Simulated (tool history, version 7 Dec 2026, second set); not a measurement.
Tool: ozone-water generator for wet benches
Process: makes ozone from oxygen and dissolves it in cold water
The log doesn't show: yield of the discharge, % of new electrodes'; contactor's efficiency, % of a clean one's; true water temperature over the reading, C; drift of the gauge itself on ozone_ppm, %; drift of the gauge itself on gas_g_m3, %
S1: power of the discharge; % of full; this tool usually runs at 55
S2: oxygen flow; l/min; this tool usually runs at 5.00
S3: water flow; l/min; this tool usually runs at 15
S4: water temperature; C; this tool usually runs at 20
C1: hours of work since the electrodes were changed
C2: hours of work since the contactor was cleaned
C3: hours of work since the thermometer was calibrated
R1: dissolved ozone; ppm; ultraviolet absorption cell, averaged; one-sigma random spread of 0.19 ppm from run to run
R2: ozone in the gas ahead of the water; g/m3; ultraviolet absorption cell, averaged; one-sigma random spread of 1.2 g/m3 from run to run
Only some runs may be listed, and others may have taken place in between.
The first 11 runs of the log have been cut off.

run,hour,S1,S2,S3,S4,C1,C2,C3,R1,R2
12,1167.6,55,5.00,12,20,4783,1624,4092,27.7,206.1
13,1252.3,55,5.00,12,20,4856,1697,4164,27.3,206.7
14,1327.8,55,5.00,15,20,4921,1762,4229,24.1,205.9
15,1457.9,55,5.00,15,20,5032,1873,4341,23.9,204.3
16,1534.6,55,5.00,15,20,5098,1939,4407,23.8,205.0
17,1627.8,55,5.00,15,20,5178,2019,4487,24.0,204.7
18,1704.4,59,4.54,14,27,5244,2085,4552,23.5,224.7
# hour 1804.7: water thermometer calibrated
19,1848.9,59,4.54,14,27,5368,2208,38,23.0,224.8

Run 20 comes next. What will it give?
20,1943.0,52,2.63,12,20,5448,2289,119,?,?

{"run 20": {"R1": 28.1, "R2": 290.3}}
If the tool had no hidden condition, the same run with the same run-to-run variation would have returned R1 31.9 ppm, R2 320.9 g/m3.
